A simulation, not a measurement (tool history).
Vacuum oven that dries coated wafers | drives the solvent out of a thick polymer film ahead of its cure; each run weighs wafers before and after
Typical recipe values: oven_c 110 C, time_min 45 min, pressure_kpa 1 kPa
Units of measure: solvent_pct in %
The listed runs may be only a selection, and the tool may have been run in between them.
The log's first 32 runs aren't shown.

run	hour	oven_c	time_min	pressure_kpa	solvent_pct
33	464.7	110	30	3.76	3.32
34	482.1	102	29	2.6	4.99
35	493.1	101	47	2.45	2.99
36	510.5	101	47	2.45	2.97
37	523.1	96	40	2.45	4.77
38	534	95	22	0.72	7.44
39	554.6	113	23	2.55	3.45
40	570	119	41	1	0.6
41	588.5	119	41	1	0.66
42	597.2	114	54	1	0.54
43	606.2	123	45	1	0.42
44	620.8	118	63	1.25	0.46

What if the next run were any one of these 4? Each begins from the tool's condition after run 44:
A	634.7	110	45	3.9	?
B	634.7	106	51	1.16	?
C	634.7	99	63	0.68	?
D	634.7	110	52	1	?

run	solvent_pct
A	2.15
B	1.36
C	1.68
D	0.96
Without the tool's unlogged condition, the same runs would have read:
run	solvent_pct
A	2.18
B	1.37
C	1.69
D	0.96
